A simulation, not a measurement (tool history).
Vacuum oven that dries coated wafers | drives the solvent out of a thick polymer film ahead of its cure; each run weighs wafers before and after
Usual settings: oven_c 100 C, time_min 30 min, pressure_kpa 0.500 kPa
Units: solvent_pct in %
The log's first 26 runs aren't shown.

| run | hour | oven_c | time_min | pressure_kpa | solvent_pct |
|---|---|---|---|---|---|
| 27 | 356.3 | 110 | 45 | 1.400 | 0.59 |
| 28 | 375.1 | 110 | 21 | 0.436 | 1.38 |
| 29 | 389.0 | 97 | 43 | 0.404 | 1.34 |
| 30 | 405.6 | 97 | 43 | 0.404 | 1.17 |
| 31 | 415.3 | 97 | 21 | 0.404 | 3.79 |
| 32 | 431.0 | 97 | 21 | 0.404 | 3.77 |
| 33 | 448.0 | 100 | 25 | 0.911 | 2.52 |
| 34 | 462.9 | 100 | 44 | 0.602 | 0.91 |
| 35 | 480.6 | 100 | 44 | 0.602 | 0.92 |
| 36 | 489.6 | 100 | 18 | 1.417 | 4.09 |
| 37 | 507.5 | 98 | 16 | 1.417 | 5.11 |
| 38 | 525.3 | 98 | 16 | 1.417 | 4.96 |
| 39 | 543.5 | 99 | 24 | 1.345 | 3.18 |
|  | 549.1 | oven's thermocouples calibrated |
| 40 | 559.3 | 99 | 24 | 0.282 | 2.24 |
| 41 | 568.1 | 99 | 24 | 0.282 | 2.23 |
| 42 | 577.0 | 100 | 30 | 0.251 | 1.47 |
| 43 | 590.1 | 100 | 30 | 0.505 | 1.45 |
| 44 | 600.6 | 100 | 30 | 0.505 | 1.41 |
| 45 | 618.4 | 100 | 26 | 0.683 | 1.94 |
| 46 | 631.9 | 100 | 26 | 0.683 | 1.91 |
| 47 | 640.8 | 93 | 26 | 0.792 | 3.25 |

Forecast each of these 3 alternatives for the next run:
| A | 654.8 | 93 | 26 | 0.365 | ? |
| B | 654.8 | 113 | 30 | 1.020 | ? |
| C | 654.8 | 104 | 20 | 0.499 | ? |

| run | solvent_pct |
|---|---|
| A | 3.11 |
| B | 0.50 |
| C | 2.12 |
Without the tool's hidden state the same runs would have given:
| run | solvent_pct |
|---|---|
| A | 3.04 |
| B | 0.45 |
| C | 2.06 |
